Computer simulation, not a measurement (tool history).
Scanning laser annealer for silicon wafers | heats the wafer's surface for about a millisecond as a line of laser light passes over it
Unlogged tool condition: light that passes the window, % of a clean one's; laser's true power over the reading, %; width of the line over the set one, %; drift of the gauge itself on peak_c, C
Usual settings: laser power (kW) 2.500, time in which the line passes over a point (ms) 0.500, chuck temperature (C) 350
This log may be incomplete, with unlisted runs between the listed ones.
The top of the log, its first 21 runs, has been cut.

run	day	laser power (kW)	time in which the line passes over a point (ms)	chuck temperature (C)	hours of work since the window was cleaned	hours of work since the power meter was calibrated	hours of work since the optics were aligned	highest temperature of the surface (C)
# day 51.842: laser's power meter calibrated
22	52.921	2.333	0.467	340	501	18	804	1023
23	55.538	2.639	0.467	384	545	63	848	1169
24	57.338	2.308	0.449	313	576	93	879	973
# day 59.942: window over the wafer cleaned
25	60.962	2.564	0.500	333	17	153	938	1119
26	62.833	2.564	0.370	366	49	185	970	1049
27	65.483	2.500	0.500	346	94	229	1015	1106
28	68.938	2.368	0.557	352	152	288	1073	1103
# day 69.400: optics aligned, line set to its width
29	71.779	2.344	0.557	370	197	332	40	1112
30	75.162	2.344	0.557	370	254	390	98	1114
31	78.750	2.500	0.453	350	315	450	158	1078
32	82.142	2.500	0.453	350	372	508	216	1080
33	85.421	2.500	0.511	350	427	563	271	1121
34	88.933	2.592	0.474	350	487	622	330	1128
35	92.371	2.142	0.542	380	545	681	389	1042
36	95.362	2.131	0.618	369	596	731	439	1068
# day 96.683: window over the wafer cleaned
37	98.004	2.131	0.618	369	22	774	482	1066
38	100.779	2.131	0.618	369	69	821	529	1068
39	102.408	2.131	0.618	369	97	849	557	1066
40	104.238	2.131	0.618	369	128	880	588	1067
41	106.925	2.372	0.455	372	173	925	633	1063

Forecast each of these 3 alternatives for the next run:
A	109.354	2.468	0.417	366	214	966	674	?
B	109.354	2.628	0.411	327	214	966	674	?
C	109.354	2.214	0.500	372	214	966	674	?

run	highest temperature of the surface (C)
A	1059
B	1064
C	1035
The same runs, with their run-to-run variation unchanged, on a tool lacking any hidden condition would have given:
run	highest temperature of the surface (C)
A	1060
B	1065
C	1036

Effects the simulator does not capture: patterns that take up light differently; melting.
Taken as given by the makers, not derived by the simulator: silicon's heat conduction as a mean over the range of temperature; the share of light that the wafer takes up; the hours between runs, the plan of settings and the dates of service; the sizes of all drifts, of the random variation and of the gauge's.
